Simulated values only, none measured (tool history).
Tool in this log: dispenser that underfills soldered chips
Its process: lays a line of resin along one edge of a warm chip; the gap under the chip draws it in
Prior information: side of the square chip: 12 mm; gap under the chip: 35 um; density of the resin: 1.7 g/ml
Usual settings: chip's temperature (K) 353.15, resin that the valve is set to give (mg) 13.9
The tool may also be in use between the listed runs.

run   hour  chip's temperature (K)  resin that the valve is set to give (mg)  time until the resin shows at the far edge (s)  resin that the valve gave (mg)
  1    0.0                  353.15                                      13.9                                           117.3                           13.37
       6.9  -- new syringe of resin
  2   15.0                  353.15                                      13.9                                           134.0                           13.23
      17.4  -- new syringe of resin
  3   25.1                  353.15                                      13.9                                           131.1                           13.29
      28.2  -- new syringe of resin
  4   33.3                  353.15                                      13.9                                           122.5                           13.22
      39.1  -- new syringe of resin
  5   47.4                  353.15                                      13.9                                           134.1                           13.14
      49.9  -- new syringe of resin
  6   58.7                  366.15                                      13.9                                            88.9                           12.99
      60.9  -- new syringe of resin
  7   67.4                  366.15                                      13.9                                            83.5                           13.02
      71.2  -- new syringe of resin
  8   79.4                  366.15                                      13.9                                            85.9                           12.92
      81.6  -- new syringe of resin
      86.5  -- dispensing valve cleaned and set on the balance
  9   88.9                  366.15                                      13.9                                            81.3                           13.89
      93.0  -- new syringe of resin
 10   97.0                  366.15                                      13.9                                            76.3                           13.85
     103.6  -- new syringe of resin
 11  106.8                  366.15                                      13.9                                            73.9                           13.79
     114.1  -- new syringe of resin
 12  121.6                  356.15                                      13.9                                           117.2                           13.70
     124.3  -- new syringe of resin
     134.5  -- new syringe of resin
 13  136.7                  352.15                                      12.6                                           117.3                           12.42
     144.9  -- new syringe of resin
 14  149.9                  339.15                                      16.1                                           193.4                           15.70
     156.1  -- new syringe of resin
 15  157.7                  339.15                                      16.1                                           178.3                           15.73
 16  164.9                  355.15                                      16.5                                           119.9                           15.95
     166.5  -- new syringe of resin
     176.9  -- new syringe of resin
 17  177.7                  358.15                                      14.4                                            91.3                           13.90
     179.7  -- stage's temperature calibrated
 18  187.6                  358.15                                      14.4                                           124.9                           13.86
     188.8  -- new syringe of resin
     199.7  -- new syringe of resin
 19  200.1                  358.15                                      14.4                                           100.5                           13.72
     210.5  -- new syringe of resin
 20  211.6                  346.15                                      16.6                                           150.9                           15.84
     220.6  -- new syringe of resin
 21  220.6                  364.15                                      13.9                                            80.5                           13.24
 22  228.8                  364.15                                      13.9                                            99.0                           13.23
     231.1  -- new syringe of resin
 23  237.4                  364.15                                      13.9                                            93.7                           13.10
     242.1  -- new syringe of resin
     252.6  -- new syringe of resin
 24  252.9                  347.15                                      16.2                                           141.1                           15.23

4 options for the next run, each taken on its own from the tool as it stands now. Forecast them:
  A  260.6                  357.15                                      17.6                                               ?                               ?
  B  260.6                  342.15                                      16.9                                               ?                               ?
  C  260.6                  359.15                                      14.0                                               ?                               ?
  D  260.6                  366.15                                      15.8                                               ?                               ?

run  time until the resin shows at the far edge (s)  resin that the valve gave (mg)
  A                                           117.1                           16.65
  B                                           203.1                           15.78
  C                                           112.1                           13.14
  D                                            89.1                           14.75
Without the tool's unlogged condition, the same runs would have read:
run  time until the resin shows at the far edge (s)  resin that the valve gave (mg)
  A                                            97.4                           17.76
  B                                           169.1                           16.83
  C                                            92.7                           14.01
  D                                            74.0                           15.74

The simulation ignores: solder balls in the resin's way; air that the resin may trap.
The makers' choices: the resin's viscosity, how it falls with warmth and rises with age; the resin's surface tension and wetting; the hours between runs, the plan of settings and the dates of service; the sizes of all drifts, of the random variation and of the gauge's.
